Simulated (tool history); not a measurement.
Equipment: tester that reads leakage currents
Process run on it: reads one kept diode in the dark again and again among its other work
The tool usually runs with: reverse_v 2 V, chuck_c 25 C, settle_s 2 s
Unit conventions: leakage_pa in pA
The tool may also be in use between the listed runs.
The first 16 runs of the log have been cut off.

run    hour  reverse_v  chuck_c  settle_s  hours of work since the probe card was cleaned  hours of work since the tester was calibrated  hours of work since the chuck was calibrated  leakage_pa
 17  1798.7      11.15       25         2                                            1564                                           1318                                           423       76.86
 18  1955.9      11.15       25         2                                            1663                                           1418                                           523        77.6
     1978.7  -- probe card cleaned and baked
 19  2068.9      11.15       25         2                                              57                                           1487                                           593       77.19
 20  2161.4          2       25         2                                             116                                           1546                                           651       28.26
 21  2291.1       2.42       28         2                                             198                                           1628                                           733       41.64
 22  2378.9       1.95       46      1.75                                             253                                           1683                                           789      175.88
 23  2511.8       1.43       36      9.33                                             337                                           1768                                           873       62.83
       2550  -- chuck's temperature calibrated
 24  2597.9        6.4       51      1.97                                             391                                           1821                                            30      528.24
 25    2732        6.4       51      1.97                                             476                                           1906                                           115      525.29
 26  2867.1        6.4       51      1.97                                             561                                           1991                                           201      527.43
 27  3019.8      14.36       51      3.19                                             658                                           2088                                           297      840.46
 28  3139.1      14.36       34      2.11                                             733                                           2164                                           373      201.93
 29  3277.8        1.8       34      7.77                                             821                                           2251                                           461       60.04
 30  3401.7      10.27       28      0.38                                             900                                           2330                                           539      103.53
 31  3477.1      10.27       28      0.38                                             947                                           2378                                           587      105.05
 32  3604.5       2.59       38      2.25                                            1028                                           2458                                           668      105.89
 33  3750.6      16.84       26      3.88                                            1121                                           2551                                           760      106.54
 34    3879       4.33       37      2.23                                            1202                                           2632                                           841      130.97
     3966.4  -- chuck's temperature calibrated
 35  4001.8       4.33       37      2.23                                            1278                                           2708                                            22      130.29
 36  4075.5       1.37       60      2.02                                            1325                                           2755                                            69      435.85
 37  4162.3       1.37       60      2.02                                            1380                                           2810                                           124      435.07
 38  4282.1       1.37       60      2.02                                            1456                                           2886                                           200      437.53
 39  4358.8      10.53       41      7.28                                            1504                                           2934                                           248      306.04

What if the next run were any one of these 5? Each begins from the tool's condition after run 39:
  A  4465.9       1.09       41      7.75                                            1572                                           3002                                           316           ?
  B  4465.9      12.46       32      7.28                                            1572                                           3002                                           316           ?
  C  4465.9      12.42       41      7.28                                            1572                                           3002                                           316           ?
  D  4465.9      10.53       58      7.28                                            1572                                           3002                                           316           ?
  E  4465.9      10.53       58      5.24                                            1572                                           3002                                           316           ?

run  leakage_pa
  A       82.29
  B      152.77
  C       338.4
  D     1209.67
  E     1217.42
The same runs, with their run-to-run variation unchanged, on a tool lacking any hidden condition would have given:
run  leakage_pa
  A       82.25
  B      152.65
  C      338.21
  D     1209.12
  E     1216.86
